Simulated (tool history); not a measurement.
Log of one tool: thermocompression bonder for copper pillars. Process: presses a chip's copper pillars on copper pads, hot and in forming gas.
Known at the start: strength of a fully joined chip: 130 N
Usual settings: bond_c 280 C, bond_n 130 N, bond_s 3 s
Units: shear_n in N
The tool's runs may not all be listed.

Run 1, day 0: usual settings. Result: shear_n 50.1 N.
Run 2, day 0.308: usual settings. Result: shear_n 50.5 N.
Run 3, day 0.604: usual settings. Result: shear_n 50.4 N.
Run 4, day 0.792: usual settings but bond_s 4 s. Result: shear_n 55.9 N.
Run 5, day 1.225: usual settings but bond_s 4 s. Result: shear_n 56.1 N.
Run 6, day 1.421: usual settings but bond_s 2 s. Result: shear_n 42.9 N.
Run 7, day 1.688: usual settings but bond_s 2 s. Result: shear_n 42.7 N.
Run 8, day 1.908: usual settings but bond_s 2 s. Result: shear_n 43.1 N.
Run 9, day 2.108: usual settings but bond_s 2 s. Result: shear_n 42.8 N.
Run 10, day 2.283: usual settings but bond_s 2 s. Result: shear_n 42.6 N.
Run 11, day 2.696: usual settings but bond_s 2 s. Result: shear_n 42.2 N.
Run 12, day 3.033: usual settings but bond_s 2 s. Result: shear_n 42.5 N.
Run 13, day 3.421: usual settings but bond_s 2 s. Result: shear_n 42.3 N.
Run 14, day 3.683: usual settings but bond_n 184 N. Result: shear_n 65.5 N.
Run 15, day 4.092: usual settings but bond_n 184 N. Result: shear_n 65 N.
Run 16, day 4.329: usual settings but bond_n 97 N. Result: shear_n 38.9 N.
Run 17, day 4.692: usual settings but bond_n 97 N, bond_s 5 s. Result: shear_n 47.3 N.
Run 18, day 5.083: usual settings but bond_c 297 C, bond_s 2 s. Result: shear_n 49.1 N.
Run 19, day 5.5: usual settings but bond_c 297 C, bond_s 2 s. Result: shear_n 48.8 N.
Run 20, day 5.912: usual settings but bond_c 297 C, bond_s 2 s. Result: shear_n 49.3 N.
Run 21, day 6.312: usual settings but bond_n 157 N. Result: shear_n 57.3 N.
Run 22, day 6.725: usual settings but bond_c 255 C, bond_n 143 N, bond_s 2 s. Result: shear_n 34.8 N.
Run 23, day 7.142: usual settings but bond_c 310 C, bond_s 6 s. Result: shear_n 78.9 N.
Run 24, day 7.321: usual settings but bond_c 310 C, bond_s 6 s. Result: shear_n 78.3 N.
Run 25, day 7.675: usual settings but bond_c 310 C, bond_s 6 s. Result: shear_n 79 N.

Forecast each of these 4 alternatives for the next run:
Run A, day 8.004: usual settings but bond_c 310 C, bond_n 94 N, bond_s 6 s. Result: shear_n ?.
Run B, day 8.004: usual settings but bond_n 120 N. Result: shear_n ?.
Run C, day 8.004: usual settings but bond_c 303 C, bond_n 188 N, bond_s 2 s. Result: shear_n ?.
Run D, day 8.004: usual settings but bond_c 304 C, bond_n 80 N, bond_s 5 s. Result: shear_n ?.

run  shear_n
  A     63.3
  B     45.8
  C     67.7
  D     49.7
Without the tool's hidden state the same runs would have given:
run  shear_n
  A     65.7
  B     47.5
  C     70.4
  D     51.6
